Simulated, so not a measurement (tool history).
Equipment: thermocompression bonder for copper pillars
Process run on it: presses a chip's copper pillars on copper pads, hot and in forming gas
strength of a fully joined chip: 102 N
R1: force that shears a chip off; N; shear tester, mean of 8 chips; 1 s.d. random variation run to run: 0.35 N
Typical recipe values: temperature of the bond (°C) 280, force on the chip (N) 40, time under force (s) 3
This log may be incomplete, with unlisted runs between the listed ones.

run 1 hour=0.0 | temperature_of_the_bond_(°C)=280 force_on_the_chip_(N)=40 time_under_force_(s)=3 | R1=43.8
run 2 hour=13.0 | temperature_of_the_bond_(°C)=280 force_on_the_chip_(N)=44 time_under_force_(s)=3 | R1=46.8
run 3 hour=21.2 | temperature_of_the_bond_(°C)=280 force_on_the_chip_(N)=40 time_under_force_(s)=2 | R1=38.1
run 4 hour=38.9 | temperature_of_the_bond_(°C)=277 force_on_the_chip_(N)=40 time_under_force_(s)=2 | R1=36.8
run 5 hour=48.4 | temperature_of_the_bond_(°C)=277 force_on_the_chip_(N)=40 time_under_force_(s)=2 | R1=36.6
run 6 hour=59.2 | temperature_of_the_bond_(°C)=277 force_on_the_chip_(N)=40 time_under_force_(s)=2 | R1=36.5
run 7 hour=74.3 | temperature_of_the_bond_(°C)=277 force_on_the_chip_(N)=31 time_under_force_(s)=2 | R1=31.5
run 8 hour=84.5 | temperature_of_the_bond_(°C)=300 force_on_the_chip_(N)=40 time_under_force_(s)=3 | R1=56.0
run 9 hour=100.9 | temperature_of_the_bond_(°C)=280 force_on_the_chip_(N)=27 time_under_force_(s)=3 | R1=35.4
run 10 hour=116.0 | temperature_of_the_bond_(°C)=280 force_on_the_chip_(N)=27 time_under_force_(s)=3 | R1=35.8
-- hour=119.0 heater calibrated with a thermocouple chip
run 11 hour=130.0 | temperature_of_the_bond_(°C)=280 force_on_the_chip_(N)=27 time_under_force_(s)=3 | R1=34.5
run 12 hour=145.1 | temperature_of_the_bond_(°C)=280 force_on_the_chip_(N)=54 time_under_force_(s)=3 | R1=48.6
run 13 hour=162.5 | temperature_of_the_bond_(°C)=280 force_on_the_chip_(N)=54 time_under_force_(s)=3 | R1=49.3
run 14 hour=175.5 | temperature_of_the_bond_(°C)=264 force_on_the_chip_(N)=54 time_under_force_(s)=3 | R1=39.6
-- hour=188.3 heater calibrated with a thermocouple chip, once more
run 15 hour=194.5 | temperature_of_the_bond_(°C)=280 force_on_the_chip_(N)=25 time_under_force_(s)=8 | R1=50.2
run 16 hour=206.3 | temperature_of_the_bond_(°C)=296 force_on_the_chip_(N)=46 time_under_force_(s)=2 | R1=51.0
run 17 hour=217.8 | temperature_of_the_bond_(°C)=293 force_on_the_chip_(N)=28 time_under_force_(s)=3 | R1=44.5
run 18 hour=233.2 | temperature_of_the_bond_(°C)=293 force_on_the_chip_(N)=60 time_under_force_(s)=2 | R1=56.3
run 19 hour=242.3 | temperature_of_the_bond_(°C)=284 force_on_the_chip_(N)=40 time_under_force_(s)=8 | R1=63.6
run 20 hour=257.5 | temperature_of_the_bond_(°C)=284 force_on_the_chip_(N)=40 time_under_force_(s)=8 | R1=64.9
run 21 hour=267.7 | temperature_of_the_bond_(°C)=270 force_on_the_chip_(N)=47 time_under_force_(s)=3 | R1=42.5
run 22 hour=282.4 | temperature_of_the_bond_(°C)=279 force_on_the_chip_(N)=40 time_under_force_(s)=3 | R1=44.2
run 23 hour=291.7 | temperature_of_the_bond_(°C)=279 force_on_the_chip_(N)=56 time_under_force_(s)=3 | R1=52.2
run 24 hour=304.2 | temperature_of_the_bond_(°C)=254 force_on_the_chip_(N)=38 time_under_force_(s)=4 | R1=34.2
run 25 hour=318.8 | temperature_of_the_bond_(°C)=269 force_on_the_chip_(N)=40 time_under_force_(s)=3 | R1=39.2

4 ways to go on from here, each from the tool as it stands after run 25. What would each give?
run A hour=335.0 | temperature_of_the_bond_(°C)=301 force_on_the_chip_(N)=33 time_under_force_(s)=3 | R1=?
run B hour=335.0 | temperature_of_the_bond_(°C)=280 force_on_the_chip_(N)=33 time_under_force_(s)=3 | R1=?
run C hour=335.0 | temperature_of_the_bond_(°C)=269 force_on_the_chip_(N)=39 time_under_force_(s)=2 | R1=?
run D hour=335.0 | temperature_of_the_bond_(°C)=281 force_on_the_chip_(N)=40 time_under_force_(s)=3 | R1=?

run=A R1=51.3
run=B R1=39.9
run=C R1=32.4
run=D R1=45.1
Without the tool's unlogged condition, the same runs would have read:
run=A R1=55.2
run=B R1=42.9
run=C R1=34.8
run=D R1=48.5
